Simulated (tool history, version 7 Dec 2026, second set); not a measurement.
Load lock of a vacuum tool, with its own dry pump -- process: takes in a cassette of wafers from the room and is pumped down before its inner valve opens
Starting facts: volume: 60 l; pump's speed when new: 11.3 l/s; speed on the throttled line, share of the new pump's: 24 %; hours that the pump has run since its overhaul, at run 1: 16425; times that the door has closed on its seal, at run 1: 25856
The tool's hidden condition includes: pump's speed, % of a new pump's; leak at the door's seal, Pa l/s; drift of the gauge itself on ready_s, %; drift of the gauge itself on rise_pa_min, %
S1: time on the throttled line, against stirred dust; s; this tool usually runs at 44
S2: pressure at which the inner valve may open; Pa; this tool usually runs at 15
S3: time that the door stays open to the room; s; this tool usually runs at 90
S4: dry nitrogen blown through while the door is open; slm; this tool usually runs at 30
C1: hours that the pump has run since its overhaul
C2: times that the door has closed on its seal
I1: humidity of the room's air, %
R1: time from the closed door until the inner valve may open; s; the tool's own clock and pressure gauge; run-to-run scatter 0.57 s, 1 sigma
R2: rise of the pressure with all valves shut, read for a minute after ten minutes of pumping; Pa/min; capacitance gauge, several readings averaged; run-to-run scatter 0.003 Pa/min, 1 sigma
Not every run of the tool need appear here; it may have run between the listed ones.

run 1 hour=0 | S1=44 S2=15 S3=90 S4=30 | C1=16425 C2=25856 | I1=40.8 | R1=80.4 R2=0.032
run 2 hour=363.8 | S1=25 S2=15 S3=90 S4=30 | C1=16789 C2=26370 | I1=46.4 | R1=66.1 R2=0.042
run 3 hour=778.9 | S1=27 S2=15 S3=90 S4=30 | C1=17204 C2=26956 | I1=47.7 | R1=67.1 R2=0.037
run 4 hour=1073 | S1=27 S2=15 S3=90 S4=30 | C1=17498 C2=27372 | I1=43.9 | R1=66.8 R2=0.035
run 5 hour=1309.7 | S1=27 S2=15 S3=90 S4=30 | C1=17735 C2=27706 | I1=43.3 | R1=68.5 R2=0.036
run 6 hour=1605.9 | S1=27 S2=15 S3=90 S4=30 | C1=18031 C2=28124 | I1=44.1 | R1=67.3 R2=0.04
run 7 hour=1849.3 | S1=27 S2=15 S3=90 S4=30 | C1=18275 C2=28468 | I1=50.5 | R1=68.3 R2=0.042
run 8 hour=2277.7 | S1=27 S2=15 S3=90 S4=30 | C1=18703 C2=29073 | I1=47.8 | R1=67.4 R2=0.043
run 9 hour=2697.1 | S1=27 S2=15 S3=90 S4=30 | C1=19122 C2=29666 | I1=47 | R1=67.6 R2=0.039
run 10 hour=2969 | S1=27 S2=15 S3=90 S4=30 | C1=19394 C2=30050 | I1=47.3 | R1=67.6 R2=0.044
run 11 hour=3171 | S1=27 S2=15 S3=90 S4=30 | C1=19596 C2=30335 | I1=43.7 | R1=67.7 R2=0.035
-- hour=3521.4 dry pump taken out, an overhauled one fitted
run 12 hour=3577.5 | S1=44 S2=15 S3=90 S4=30 | C1=56 C2=30901 | I1=46 | R1=80.4 R2=0.044
run 13 hour=3847.5 | S1=44 S2=15 S3=90 S4=21 | C1=326 C2=31282 | I1=43.4 | R1=78.9 R2=0.044
run 14 hour=4035.6 | S1=44 S2=15 S3=90 S4=21 | C1=514 C2=31548 | I1=46.8 | R1=80.5 R2=0.048
run 15 hour=4447.1 | S1=44 S2=15 S3=90 S4=30 | C1=926 C2=32129 | I1=45.9 | R1=80.2 R2=0.037
run 16 hour=4881.6 | S1=44 S2=14 S3=90 S4=30 | C1=1360 C2=32743 | I1=45.6 | R1=81.5 R2=0.042
run 17 hour=5190.6 | S1=44 S2=14 S3=90 S4=6 | C1=1669 C2=33179 | I1=46.7 | R1=81.1 R2=0.064
run 18 hour=5611.8 | S1=44 S2=14 S3=90 S4=6 | C1=2090 C2=33774 | I1=43.5 | R1=82 R2=0.056
run 19 hour=5804.8 | S1=23 S2=14 S3=90 S4=6 | C1=2283 C2=34047 | I1=45.4 | R1=64.5 R2=0.056
run 20 hour=6180.6 | S1=86 S2=15 S3=90 S4=30 | C1=2659 C2=34577 | I1=43.5 | R1=110.9 R2=0.039
run 21 hour=6608 | S1=63 S2=15 S3=47 S4=4 | C1=3087 C2=35181 | I1=43.4 | R1=93.8 R2=0.046
run 22 hour=6884.4 | S1=63 S2=15 S3=47 S4=4 | C1=3363 C2=35572 | I1=45 | R1=93.5 R2=0.052
run 23 hour=7080 | S1=63 S2=15 S3=47 S4=4 | C1=3559 C2=35848 | I1=40.2 | R1=94.4 R2=0.042
run 24 hour=7314.1 | S1=75 S2=15 S3=220 S4=30 | C1=3793 C2=36179 | I1=43.2 | R1=103.5 R2=0.051
run 25 hour=7625.4 | S1=75 S2=15 S3=220 S4=30 | C1=4104 C2=36618 | I1=45 | R1=103.9 R2=0.052
run 26 hour=8018.3 | S1=75 S2=15 S3=220 S4=30 | C1=4497 C2=37173 | I1=43.9 | R1=103.1 R2=0.052
run 27 hour=8319.8 | S1=75 S2=13 S3=220 S4=37 | C1=4798 C2=37599 | I1=45.3 | R1=104.9 R2=0.047
run 28 hour=8555.6 | S1=75 S2=13 S3=220 S4=37 | C1=5034 C2=37932 | I1=43.9 | R1=103.8 R2=0.054
run 29 hour=8898.4 | S1=30 S2=24 S3=220 S4=37 | C1=5377 C2=38416 | I1=42.7 | R1=67.4 R2=0.051
run 30 hour=9182.6 | S1=30 S2=24 S3=220 S4=37 | C1=5661 C2=38818 | I1=46.5 | R1=67.6 R2=0.046
run 31 hour=9601.4 | S1=34 S2=15 S3=174 S4=11 | C1=6080 C2=39409 | I1=44.3 | R1=72.3 R2=0.07
run 32 hour=9895.9 | S1=44 S2=15 S3=63 S4=30 | C1=6374 C2=39825 | I1=43.3 | R1=80.1 R2=0.033
run 33 hour=10320.8 | S1=35 S2=29 S3=63 S4=5 | C1=6799 C2=40425 | I1=43.5 | R1=69.4 R2=0.05
run 34 hour=10718.4 | S1=35 S2=29 S3=63 S4=5 | C1=7197 C2=40987 | I1=44 | R1=68.9 R2=0.052
run 35 hour=11016.5 | S1=35 S2=29 S3=63 S4=5 | C1=7495 C2=41408 | I1=39.3 | R1=69.7 R2=0.043
run 36 hour=11207 | S1=35 S2=29 S3=63 S4=5 | C1=7686 C2=41677 | I1=47.1 | R1=70.1 R2=0.053

What if the next run were any one of these 3? Each begins from the tool's condition after run 36:
run A hour=11552.4 | S1=55 S2=19 S3=63 S4=5 | C1=8031 C2=42165 | I1=47.8 | R1=? R2=?
run B hour=11552.4 | S1=48 S2=29 S3=57 S4=5 | C1=8031 C2=42165 | I1=49.5 | R1=? R2=?
run C hour=11552.4 | S1=44 S2=15 S3=90 S4=10 | C1=8031 C2=42165 | I1=45.4 | R1=? R2=?

run=A R1=86.9 R2=0.053
run=B R1=78.7 R2=0.057
run=C R1=79.3 R2=0.056
Stripped of hidden state, with their random variation kept, the same runs would have yielded:
run=A R1=86.9 R2=0.051
run=B R1=78.6 R2=0.056
run=C R1=79.3 R2=0.054
